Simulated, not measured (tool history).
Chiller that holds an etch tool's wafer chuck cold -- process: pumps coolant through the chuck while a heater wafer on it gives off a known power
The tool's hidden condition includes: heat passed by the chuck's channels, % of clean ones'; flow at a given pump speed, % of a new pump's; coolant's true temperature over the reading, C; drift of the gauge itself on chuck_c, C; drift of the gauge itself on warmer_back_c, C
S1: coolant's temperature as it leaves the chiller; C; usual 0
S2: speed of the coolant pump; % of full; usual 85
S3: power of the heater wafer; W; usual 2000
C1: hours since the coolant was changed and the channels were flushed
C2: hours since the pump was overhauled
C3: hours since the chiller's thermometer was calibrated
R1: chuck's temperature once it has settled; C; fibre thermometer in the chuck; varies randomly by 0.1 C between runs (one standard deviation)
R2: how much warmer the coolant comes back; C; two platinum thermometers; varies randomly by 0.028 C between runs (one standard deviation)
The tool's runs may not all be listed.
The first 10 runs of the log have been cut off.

run 11 hour=1142.8 | S1=0 S2=85 S3=2000 | C1=5052 C2=2310 C3=1234 | R1=15.4 R2=5.3
run 12 hour=1277.9 | S1=0 S2=85 S3=2000 | C1=5187 C2=2445 C3=1369 | R1=15.4 R2=5.24
run 13 hour=1351.2 | S1=0 S2=85 S3=2000 | C1=5260 C2=2519 C3=1442 | R1=15.2 R2=5.25
run 14 hour=1409.5 | S1=0 S2=85 S3=1294 | C1=5318 C2=2577 C3=1500 | R1=9.7 R2=3.27
run 15 hour=1473.3 | S1=2 S2=85 S3=1294 | C1=5382 C2=2641 C3=1564 | R1=12 R2=3.25
run 16 hour=1573.6 | S1=2 S2=85 S3=1294 | C1=5482 C2=2741 C3=1665 | R1=11.7 R2=3.3
run 17 hour=1648.5 | S1=2 S2=85 S3=1294 | C1=5557 C2=2816 C3=1739 | R1=11.8 R2=3.25
run 18 hour=1728.2 | S1=0 S2=83 S3=1709 | C1=5637 C2=2896 C3=1819 | R1=13.2 R2=4.53
run 19 hour=1825 | S1=0 S2=83 S3=1709 | C1=5734 C2=2992 C3=1916 | R1=13.3 R2=4.54
run 20 hour=1910 | S1=0 S2=83 S3=2804 | C1=5819 C2=3077 C3=2001 | R1=21.8 R2=7.62
run 21 hour=2016.6 | S1=0 S2=83 S3=2804 | C1=5925 C2=3184 C3=2108 | R1=21.7 R2=7.56
run 22 hour=2141 | S1=0 S2=83 S3=2804 | C1=6050 C2=3308 C3=2232 | R1=21.8 R2=7.51
run 23 hour=2265.1 | S1=0 S2=85 S3=1387 | C1=6174 C2=3433 C3=2356 | R1=10.7 R2=3.41
-- hour=2323.5 gauge calibrated
run 24 hour=2392.9 | S1=0 S2=85 S3=1387 | C1=6302 C2=3560 C3=2484 | R1=10.6 R2=3.75
run 25 hour=2477 | S1=0 S2=85 S3=1387 | C1=6386 C2=3644 C3=2568 | R1=10.8 R2=3.8
run 26 hour=2557.9 | S1=-5 S2=85 S3=1390 | C1=6467 C2=3725 C3=2649 | R1=5.9 R2=3.79
run 27 hour=2652.7 | S1=-6 S2=67 S3=1390 | C1=6561 C2=3820 C3=2744 | R1=6.4 R2=4.91
run 28 hour=2740.4 | S1=8 S2=85 S3=2000 | C1=6649 C2=3908 C3=2831 | R1=23.2 R2=5.43
run 29 hour=2876.3 | S1=8 S2=85 S3=2000 | C1=6785 C2=4044 C3=2967 | R1=23.2 R2=5.38
run 30 hour=2936.4 | S1=0 S2=85 S3=1490 | C1=6845 C2=4104 C3=3027 | R1=11.3 R2=3.95
run 31 hour=3037.2 | S1=0 S2=85 S3=1490 | C1=6946 C2=4205 C3=3128 | R1=11.5 R2=3.92
run 32 hour=3165.4 | S1=2 S2=99 S3=2607 | C1=7074 C2=4333 C3=3256 | R1=20.2 R2=5.88
run 33 hour=3226.3 | S1=0 S2=85 S3=2000 | C1=7135 C2=4394 C3=3317 | R1=15.4 R2=5.33

Branching from run 33: 3 alternative next runs. What would each branch give?
run A hour=3290.8 | S1=0 S2=90 S3=2000 | C1=7200 C2=4458 C3=3382 | R1=? R2=?
run B hour=3290.8 | S1=0 S2=85 S3=1156 | C1=7200 C2=4458 C3=3382 | R1=? R2=?
run C hour=3290.8 | S1=-5 S2=94 S3=2335 | C1=7200 C2=4458 C3=3382 | R1=? R2=?

run=A R1=14.8 R2=4.96
run=B R1=8.9 R2=3.03
run=C R1=11.7 R2=5.54
With the hidden condition removed and each run's random variation left untouched, the same runs would have given:
run=A R1=14.7 R2=5.12
run=B R1=8.9 R2=3.19
run=C R1=11.6 R2=5.69
